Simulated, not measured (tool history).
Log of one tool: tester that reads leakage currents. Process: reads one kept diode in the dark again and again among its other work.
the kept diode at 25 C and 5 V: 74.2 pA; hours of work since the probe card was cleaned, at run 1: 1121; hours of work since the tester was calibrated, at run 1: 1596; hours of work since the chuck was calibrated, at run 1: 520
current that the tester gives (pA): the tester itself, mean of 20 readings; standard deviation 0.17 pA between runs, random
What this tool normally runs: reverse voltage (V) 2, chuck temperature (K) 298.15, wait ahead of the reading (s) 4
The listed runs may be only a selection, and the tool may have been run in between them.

run,hour,reverse voltage (V),chuck temperature (K),wait ahead of the reading (s),hours of work since the probe card was cleaned,hours of work since the tester was calibrated,hours of work since the chuck was calibrated,current that the tester gives (pA)
1,0,2,298.15,4,1121,1596,520,55.36
2,48.5,2,298.15,4,1150,1625,549,55.68
3,74,6.44,298.15,4,1166,1640,564,81.19
4,99,6.44,298.15,4,1181,1655,579,81.26
5,122.6,2,298.15,0.78,1195,1669,593,55.81
6,171.7,2,298.15,0.78,1225,1699,623,56.07
7,212.1,2,298.15,0.78,1249,1723,647,56.06
8,261.2,2,298.15,4,1278,1753,677,55.34
9,301.7,2,298.15,4,1303,1777,701,55.24
10,347.1,2,298.15,4,1330,1805,728,55.65
11,368.4,2,298.15,0.47,1343,1817,741,56.38
12,399.9,2,298.15,0.47,1362,1836,760,56.71
13,430.2,2,298.15,0.47,1380,1855,778,56.85
14,467.6,2,298.15,0.47,1403,1877,801,56.47
15,508.8,2,298.15,0.47,1427,1902,826,56.46
16,538.7,2,298.15,0.47,1445,1920,844,56.74
17,579.8,2,298.15,0.47,1470,1945,868,56.56
18,601.1,2,298.15,0.47,1483,1957,881,56.58
19,628.5,2,298.15,5.05,1499,1974,898,56.07
20,654.5,2,298.15,5.05,1515,1989,913,55.83
21,689.9,2,298.15,5.05,1536,2011,935,55.81
22,735.5,12.62,332.15,1.91,1564,2038,962,1208.85
23,776,12.15,298.15,4,1588,2063,986,99.59
24,817.7,12.15,298.15,4,1613,2088,1012,99.54
25,865.8,2.34,320.15,0.81,1642,2117,1041,311.72
26,892.3,3.28,302.15,3.98,1658,2133,1056,89.72
27,926.1,5.82,300.15,8.51,1678,2153,1077,92.7
28,973,5.82,300.15,8.51,1707,2181,1105,91.79
29,1004.1,1.07,302.15,5.42,1725,2200,1124,62.3
# hour 1016.5: chuck's temperature calibrated
30,1039.5,1.01,331.15,9.72,1745,2220,14,501.18
31,1059.3,1.1,298.15,4,1757,2232,26,45.86
32,1096,1.43,298.15,2.4,1779,2254,48,49.98
33,1130.3,2,298.15,3.39,1800,2275,68,55.4
34,1156.9,14.29,298.15,3.39,1816,2290,84,105.99
35,1177,3.5,314.15,1.01,1828,2303,97,230.63
36,1220.8,3.5,314.15,1.01,1855,2329,123,229.78
37,1265,3.5,314.15,1.01,1881,2356,149,229.73
38,1313.5,4.15,302.15,4,1910,2385,179,97.19
39,1361.3,3.47,311.15,2.06,1939,2414,207,183.32
40,1393.9,2,298.15,4.33,1959,2433,227,55.83
41,1420.6,2.14,310.15,6.85,1975,2449,243,145.24

Describe how what the log doesn't record of the tool's condition differs between the last listed run preceding each entry between runs and the first listed run following it.
Between runs 29 and 30: chuck's temperature calibrated (hour 1016.5)
  true chuck temperature over the reading, C: 0.01 -> 0
  what was measured, less what the result would be without the hidden state, current that the tester gives (pA): +0.04 -> +0.04
